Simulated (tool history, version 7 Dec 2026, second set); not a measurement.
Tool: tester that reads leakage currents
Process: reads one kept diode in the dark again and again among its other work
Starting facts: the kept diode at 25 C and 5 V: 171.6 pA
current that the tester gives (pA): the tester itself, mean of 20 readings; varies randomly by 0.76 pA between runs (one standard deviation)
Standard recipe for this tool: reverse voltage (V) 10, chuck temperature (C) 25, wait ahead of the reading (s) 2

run,day,reverse voltage (V),chuck temperature (C),wait ahead of the reading (s),current that the tester gives (pA)
1,0,10,25,2,253.53
# day 0.208: chuck's temperature calibrated
2,0.817,1.1,25,2,74.62
3,2.2,10,25,2,251.97
4,3.35,10,25,2,253.68
5,4.571,10,25,2,252.31
6,5.817,10,25,2,251.99
7,6.821,10,25,2,253.67
8,7.508,10,25,4.66,252.55
9,8.521,3.2,45,4.66,702.88
10,9.425,7.7,23,1.15,182.96
11,10.679,5.7,53,1.15,1767.92
12,11.85,10,52,3.69,2254.78
13,12.6,10,52,3.69,2249.98
14,13.488,9.8,25,2,250.25
15,14.158,9.8,25,2,251.12
16,15.404,10,25,0.59,255.44

Here are 3 independent what-if runs from the current tool condition. What would each one return?
# day 16.017: probe card cleaned and baked
A,16.529,10,30,2,?
# day 16.017: probe card cleaned and baked
B,16.529,10,24,1.09,?
# day 16.017: probe card cleaned and baked
C,16.529,2.1,25,7.32,?

run,current that the tester gives (pA)
A,390.31
B,232.33
C,106.33
Without the tool's unlogged condition, the same runs would have read:
run,current that the tester gives (pA)
A,390.22
B,232.28
C,106.3

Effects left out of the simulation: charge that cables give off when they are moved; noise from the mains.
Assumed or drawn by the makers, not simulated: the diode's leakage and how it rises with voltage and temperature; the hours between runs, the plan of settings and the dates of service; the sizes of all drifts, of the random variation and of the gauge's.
